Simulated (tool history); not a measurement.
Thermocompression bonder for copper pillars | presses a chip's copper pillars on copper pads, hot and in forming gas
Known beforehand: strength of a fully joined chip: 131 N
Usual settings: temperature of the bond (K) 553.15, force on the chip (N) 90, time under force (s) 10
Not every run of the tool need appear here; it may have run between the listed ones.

| run | day | temperature of the bond (K) | force on the chip (N) | time under force (s) | force that shears a chip off (N) |
|---|---|---|---|---|---|
| 1 | 0 | 553.15 | 90 | 10 | 57.2 |
| 2 | 1.904 | 553.15 | 90 | 10 | 56.8 |
| 3 | 2.783 | 553.15 | 90 | 10 | 57.7 |
| 4 | 4.296 | 534.15 | 90 | 10 | 42.9 |
| 5 | 5.65 | 534.15 | 90 | 10 | 42.7 |
| 6 | 6.538 | 534.15 | 90 | 10 | 43 |
| 7 | 7.542 | 526.15 | 90 | 10 | 37.8 |
| 8 | 8.817 | 526.15 | 90 | 10 | 37.7 |
| 9 | 10.358 | 526.15 | 90 | 10 | 38.1 |
| 10 | 11.825 | 553.15 | 90 | 10 | 56.4 |
| 11 | 13.125 | 579.15 | 90 | 10 | 77.3 |
| 12 | 14.329 | 553.15 | 90 | 7 | 49.9 |
| 13 | 15.812 | 553.15 | 90 | 7 | 50.4 |
| 14 | 17.021 | 553.15 | 90 | 7 | 49.3 |
| 15 | 18.038 | 553.15 | 120 | 10 | 64.6 |
| 16 | 19.796 | 553.15 | 120 | 10 | 65.4 |
| 17 | 20.792 | 553.15 | 120 | 10 | 65.3 |
| 18 | 22.6 | 553.15 | 120 | 10 | 65.4 |
| 19 | 23.608 | 572.15 | 90 | 10 | 72.9 |
| 20 | 25.212 | 572.15 | 90 | 10 | 71.1 |
| 21 | 26.796 | 542.15 | 110 | 14 | 60.3 |
| 22 | 27.658 | 558.15 | 124 | 10 | 70.5 |
| 23 | 28.608 | 553.15 | 73 | 10 | 51 |
| 24 | 29.721 | 553.15 | 84 | 17 | 67 |
| 25 | 30.617 | 531.15 | 90 | 27 | 59.9 |
| 26 | 31.579 | 531.15 | 90 | 27 | 59.9 |
| 27 | 33.4 | 525.15 | 90 | 8 | 33.5 |
| 28 | 34.729 | 525.15 | 90 | 8 | 35.3 |
| 29 | 36.362 | 554.15 | 63 | 10 | 48.5 |
| 30 | 37.992 | 579.15 | 90 | 17 | 91.9 |
| 31 | 39.621 | 579.15 | 90 | 17 | 89.6 |
| 32 | 40.871 | 550.15 | 85 | 19 | 67 |
| 33 | 42.475 | 563.15 | 90 | 11 | 66.7 |
| 34 | 43.746 | 541.15 | 64 | 11 | 41.4 |
| 35 | 45.621 | 581.15 | 83 | 10 | 78.2 |
| 36 | 47.238 | 554.15 | 57 | 10 | 45.4 |
| 37 | 48.379 | 554.15 | 60 | 29 | 70.3 |

Missing from the log above: 3 entries noted between runs. For each, name the pair of listed runs it sits between and say how the tool's hidden condition differs from the listed run just before to the listed run just after:
Runs 6 to 7: forming gas filter changed (day 7.542)
  oxide that the forming gas leaves, % of the face: 1.1 -> 0.5
Runs 26 to 27: forming gas filter changed (day 31.942)
  oxide that the forming gas leaves, % of the face: 1.12 -> 0.54
Runs 34 to 35: force cell calibrated (day 44.108)
  force that reaches the chip, % of what is set: 100.2 -> 100; oxide that the forming gas leaves, % of the face: 0.8 -> 0.84
